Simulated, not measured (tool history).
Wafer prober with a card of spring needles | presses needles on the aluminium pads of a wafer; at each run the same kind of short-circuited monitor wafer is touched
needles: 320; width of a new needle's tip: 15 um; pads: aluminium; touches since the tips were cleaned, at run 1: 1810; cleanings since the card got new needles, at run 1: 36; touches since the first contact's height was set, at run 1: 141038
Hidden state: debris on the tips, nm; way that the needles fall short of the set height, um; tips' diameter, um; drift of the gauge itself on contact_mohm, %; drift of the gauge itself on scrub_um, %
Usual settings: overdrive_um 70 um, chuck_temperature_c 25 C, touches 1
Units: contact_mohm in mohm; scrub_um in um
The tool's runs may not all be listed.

run	hour	overdrive_um	chuck_temperature_c	touches	touches since the tips were cleaned	cleanings since the card got new needles	touches since the first contact's height was set	contact_mohm	scrub_um
1	0	70	25	1	1810	36	141038	175	16.82
# hour 6.3: tips cleaned on abrasive film
# hour 18: tips cleaned on abrasive film
# hour 27.5: tips cleaned on abrasive film
# hour 39.4: tips cleaned on abrasive film
2	42.7	70	25	3	1287	40	157457	131	16.76
# hour 49.9: tips cleaned on abrasive film
# hour 61.4: tips cleaned on abrasive film
# hour 64: height of the first contact set anew
# hour 73.2: tips cleaned on abrasive film
3	75.3	70	25	3	793	43	4337	130	16.09
# hour 84.5: tips cleaned on abrasive film
# hour 96.4: tips cleaned on abrasive film
4	99.2	70	25	3	1090	45	13535	136	16.14
# hour 106.4: tips cleaned on abrasive film
# hour 118.3: tips cleaned on abrasive film
# hour 129.8: tips cleaned on abrasive film
# hour 141.5: tips cleaned on abrasive film
5	144.2	72	25	1	1025	49	30822	155	16.59
# hour 151.1: tips cleaned on abrasive film
# hour 162.1: tips cleaned on abrasive film
# hour 171.6: tips cleaned on abrasive film
# hour 183.5: tips cleaned on abrasive film
6	186	72	25	1	999	53	46923	161	16.45
# hour 193.2: tips cleaned on abrasive film
# hour 202.7: tips cleaned on abrasive film
7	206.4	72	25	1	1415	55	54736	169	16.4
# hour 213.6: tips cleaned on abrasive film
# hour 225.4: tips cleaned on abrasive film
# hour 234.9: tips cleaned on abrasive film
# hour 246.8: tips cleaned on abrasive film
8	250	70	25	1	1243	59	71507	173	15.9
# hour 257.2: tips cleaned on abrasive film
# hour 269.3: height of the first contact set anew, once more
# hour 269.4: tips cleaned on abrasive film
# hour 278.9: tips cleaned on abrasive film
# hour 290.6: tips cleaned on abrasive film
9	293	70	25	1	910	63	9084	160	17.46
# hour 302.2: tips cleaned on abrasive film
# hour 311.7: tips cleaned on abrasive film
10	318.8	70	25	1	2742	65	19024	189	17.4
# hour 323.5: tips cleaned on abrasive film
# hour 335: tips cleaned on abrasive film
# hour 344.5: tips cleaned on abrasive film
11	349.3	70	25	1	1858	68	30740	173	17.37
# hour 356.4: tips cleaned on abrasive film
# hour 367.4: tips cleaned on abrasive film
12	370.1	70	25	1	1024	70	38720	159	17.24
# hour 377: tips cleaned on abrasive film
# hour 386.5: tips cleaned on abrasive film
13	392.5	70	25	1	2329	72	47357	187	17.2
# hour 397.3: tips cleaned on abrasive film
# hour 406.9: tips cleaned on abrasive film
# hour 418.3: tips cleaned on abrasive film
# hour 427.9: tips cleaned on abrasive film
14	430.8	70	25	1	1150	76	62065	169	17.18
# hour 437.7: tips cleaned on abrasive film
# hour 449.6: tips cleaned on abrasive film
# hour 459.1: tips cleaned on abrasive film
# hour 468.6: tips cleaned on abrasive film
15	469.8	71	25	3	450	80	77023	121	17.35
# hour 478.9: tips cleaned on abrasive film
# hour 490.6: tips cleaned on abrasive film
# hour 502.3: tips cleaned on abrasive film
16	510.5	87	97	1	3196	83	92708	169	21.32
# hour 513: tips cleaned on abrasive film
# hour 524.3: tips cleaned on abrasive film
17	531.3	62	34	1	2724	85	100711	219	15
# hour 535.7: tips cleaned on abrasive film
# hour 547.2: tips cleaned on abrasive film
# hour 556.8: tips cleaned on abrasive film
# hour 568.7: tips cleaned on abrasive film
18	573.3	62	34	1	1780	89	116819	208	14.89
# hour 580.4: tips cleaned on abrasive film
# hour 592: tips cleaned on abrasive film
# hour 603: tips cleaned on abrasive film
19	603	59	37	1	0	92	128252	125	14.1
# hour 614.3: tips cleaned on abrasive film
# hour 625.9: tips cleaned on abrasive film
# hour 635.4: tips cleaned on abrasive film
20	643.3	59	65	2	3062	95	143778	195	14.01
# hour 645.5: tips cleaned on abrasive film
# hour 657.2: tips cleaned on abrasive film
# hour 669.1: tips cleaned on abrasive film
# hour 680.9: tips cleaned on abrasive film
21	690.3	70	88	2	3658	99	161853	176	16.74

Run 22 comes next. What will it give?
# hour 692.8: tips cleaned on abrasive film
# hour 699.9: height of the first contact set anew
# hour 704.5: tips cleaned on abrasive film
# hour 716.4: tips cleaned on abrasive film
# hour 728.3: tips cleaned on abrasive film
22	735.5	51	25	2	2767	103	13697	?	?

Run 22 gave contact_mohm 210 mohm, scrub_um 12.75 um.
Without the tool's hidden state the same run would have given contact_mohm 116 mohm, scrub_um 12.81 um.

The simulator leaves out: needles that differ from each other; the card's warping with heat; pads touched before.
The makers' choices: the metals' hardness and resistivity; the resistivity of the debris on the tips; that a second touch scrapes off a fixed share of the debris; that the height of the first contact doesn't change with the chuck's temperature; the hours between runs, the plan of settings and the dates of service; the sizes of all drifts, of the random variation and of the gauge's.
